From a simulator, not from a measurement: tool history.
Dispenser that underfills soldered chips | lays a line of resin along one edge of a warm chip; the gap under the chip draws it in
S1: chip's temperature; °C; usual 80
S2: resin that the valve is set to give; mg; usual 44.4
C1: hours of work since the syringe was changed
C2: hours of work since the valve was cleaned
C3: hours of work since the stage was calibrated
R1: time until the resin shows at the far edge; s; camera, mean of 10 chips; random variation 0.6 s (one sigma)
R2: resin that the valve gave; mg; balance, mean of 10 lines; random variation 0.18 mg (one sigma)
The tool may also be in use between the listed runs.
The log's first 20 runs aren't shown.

| run | hour | S1 | S2 | C1 | C2 | C3 | R1 | R2 |
|---|---|---|---|---|---|---|---|---|
|  | 195.5 | new syringe of resin |
|  | 204.3 | new syringe of resin |
| 21 | 205.8 | 70 | 49 | 1 | 89 | 383 | 78.7 | 45.19 |
|  | 212.6 | new syringe of resin |
| 22 | 219.8 | 70 | 49 | 5 | 99 | 392 | 102 | 44.93 |
|  | 220.8 | new syringe of resin |
|  | 228.7 | new syringe of resin |
| 23 | 230.9 | 78 | 42.3 | 2 | 107 | 400 | 59.8 | 38.59 |
|  | 237 | new syringe of resin |
| 24 | 237.6 | 78 | 42.3 | 0 | 111 | 404 | 58 | 38.62 |
|  | 245.6 | new syringe of resin |
| 25 | 246 | 78 | 42.3 | 0 | 117 | 410 | 55.1 | 38.24 |
|  | 253.6 | new syringe of resin |
| 26 | 254.4 | 71 | 45.2 | 1 | 123 | 416 | 74.6 | 40.63 |
|  | 262.1 | new syringe of resin |
|  | 263.1 | dispensing valve cleaned and set on the balance |
| 27 | 269.3 | 77 | 55.8 | 4 | 4 | 426 | 73.2 | 55.53 |
|  | 271.8 | new syringe of resin |
|  | 279.9 | new syringe of resin |
| 28 | 281.8 | 77 | 55.8 | 1 | 13 | 434 | 60.7 | 55.55 |
|  | 288 | new syringe of resin |
| 29 | 295.2 | 71 | 53.4 | 5 | 22 | 444 | 95.6 | 52.88 |
|  | 296.8 | new syringe of resin |
| 30 | 304.2 | 70 | 43.7 | 5 | 29 | 450 | 103.4 | 43.11 |
|  | 305.1 | new syringe of resin |
|  | 313.8 | new syringe of resin |
| 31 | 314.4 | 69 | 49.1 | 0 | 35 | 457 | 78.4 | 48.12 |
|  | 321.7 | new syringe of resin |
| 32 | 322.7 | 69 | 49.1 | 1 | 41 | 462 | 79.1 | 47.92 |
|  | 330.2 | new syringe of resin |
| 33 | 332.1 | 72 | 42 | 1 | 48 | 469 | 75 | 40.58 |

3 ways to go on from here, each from the tool as it stands after run 33. What would each give?
|  | 338 | new syringe of resin |
| A | 339.8 | 72 | 55.1 | 1 | 53 | 474 | ? | ? |
|  | 338 | new syringe of resin |
| B | 339.8 | 73 | 47.2 | 1 | 53 | 474 | ? | ? |
|  | 338 | new syringe of resin |
| C | 339.8 | 72 | 51.3 | 1 | 53 | 474 | ? | ? |

| run | R1 | R2 |
|---|---|---|
| A | 73.2 | 53.03 |
| B | 71.7 | 45.4 |
| C | 73.5 | 49.69 |
Without the tool's hidden state the same runs would have given:
| run | R1 | R2 |
|---|---|---|
| A | 70.1 | 54.99 |
| B | 68.5 | 47.08 |
| C | 70.3 | 51.53 |
